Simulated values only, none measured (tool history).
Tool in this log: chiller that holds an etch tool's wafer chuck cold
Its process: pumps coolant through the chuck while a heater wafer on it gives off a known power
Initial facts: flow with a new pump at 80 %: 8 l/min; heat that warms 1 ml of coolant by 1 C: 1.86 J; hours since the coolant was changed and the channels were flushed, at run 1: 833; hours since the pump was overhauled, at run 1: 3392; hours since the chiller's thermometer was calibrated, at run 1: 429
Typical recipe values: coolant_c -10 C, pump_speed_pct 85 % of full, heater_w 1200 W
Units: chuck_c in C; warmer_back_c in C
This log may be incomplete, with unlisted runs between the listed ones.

run    hour  coolant_c  pump_speed_pct  heater_w  hours since the coolant was changed and the channels were flushed  hours since the pump was overhauled  hours since the chiller's thermometer was calibrated  chuck_c  warmer_back_c
  1       0        -10              85      1200                                                                833                                 3392                                                   429     0.08           4.51
  2    91.1        -10              85      1200                                                                924                                 3483                                                   520     0.04           4.52
  3   225.5        -10              85       868                                                               1058                                 3618                                                   654    -2.71           3.32
  4   342.8        -10              85      1179                                                               1175                                 3735                                                   771    -0.04           4.49
  5   481.7        -10              85      1179                                                               1314                                 3874                                                   910    -0.09            4.5
  6   580.5        -10              85      1179                                                               1413                                 3973                                                  1009    -0.17           4.48
      636.8  -- coolant pump overhauled
  7   718.7        -10              85      1179                                                               1546                                   82                                                  1142    -0.09            4.5
  8   808.5        -10              85      1200                                                               1636                                  172                                                  1232        0           4.62
  9   942.8        -10              85      1200                                                               1770                                  306                                                  1366    -0.03           4.63
 10  1007.7        -10              85      1200                                                               1835                                  371                                                  1431     0.03           4.61
 11    1146        -10              85      1200                                                               1974                                  509                                                  1570    -0.08           4.61
 12  1259.4        -10              85      1200                                                               2087                                  623                                                  1683     0.03           4.63
 13  1326.3        -10              85      1200                                                               2154                                  690                                                  1750        0           4.66
 14  1392.3        -10              85      1200                                                               2220                                  756                                                  1816     0.11           4.65
 15  1534.3        -10              85      1294                                                               2362                                  898                                                  1958     0.84           4.99
 16  1596.8        -10              85      1294                                                               2424                                  960                                                  2020     0.74           5.05
       1721  -- chiller's thermometer calibrated
 17  1723.8        -10              85      1294                                                               2550                                 1086                                                     3     0.81           5.06
 18  1839.2        -15              62      1120                                                               2666                                 1201                                                   118     -2.9           6.19
 19  1983.4        -15              68      1120                                                               2810                                 1346                                                   262    -3.79            5.6
 20  2080.8        -10              75      1541                                                               2907                                 1443                                                   360     4.12           6.84
 21  2174.8        -10              75      1541                                                               3001                                 1537                                                   454     4.17           6.89
 22  2254.1        -10              75      1541                                                               3081                                 1616                                                   533     4.05           6.94
     2337.6  -- coolant changed, channels flushed
 23  2384.8         -2              85      1200                                                                 47                                 1741                                                   658     8.06           4.73
 24    2523         -2              85      1200                                                                185                                 1879                                                   796     8.06           4.73
 25  2608.8        -19              65      1672                                                                271                                 1965                                                   882    -1.67           8.79
 26  2684.8        -16              67      1594                                                                347                                 2041                                                   958     0.21           8.08
     2703.1  -- gauge calibrated
 27  2747.2        -10              82      1541                                                                410                                 2103                                                  1020     3.38           6.09
 28    2874        -10              63      1079                                                                536                                 2230                                                  1147     1.37           5.71
 29  2974.2         -7              63       700                                                                637                                 2330                                                  1247     0.22            3.7
 30  3050.1        -13              95       615                                                                712                                 2406                                                  1323    -8.45           2.07
 31  3186.7         -9              74      1764                                                                849                                 2543                                                  1460      7.4           7.87
 32  3286.1        -10              69      1799                                                                948                                 2642                                                  1559      7.7           8.65
 33  3363.1        -10              77      1200                                                               1025                                 2719                                                  1636      0.8           5.12

Predict each of these 3 candidate next runs independently; none follows another, all start after run 33:
  A  3470.7        -17              80      1674                                                               1133                                 2827                                                  1744        ?              ?
  B  3470.7         -1              77      1573                                                               1133                                 2827                                                  1744        ?              ?
  C  3470.7        -10              85       751                                                               1133                                 2827                                                  1744        ?              ?

run  chuck_c  warmer_back_c
  A    -2.31           6.85
  B    13.19           6.75
  C    -3.78           2.88
Stripped of hidden state, with their random variation kept, the same runs would have yielded:
run  chuck_c  warmer_back_c
  A    -2.32           6.77
  B    13.18           6.67
  C    -3.78            2.8
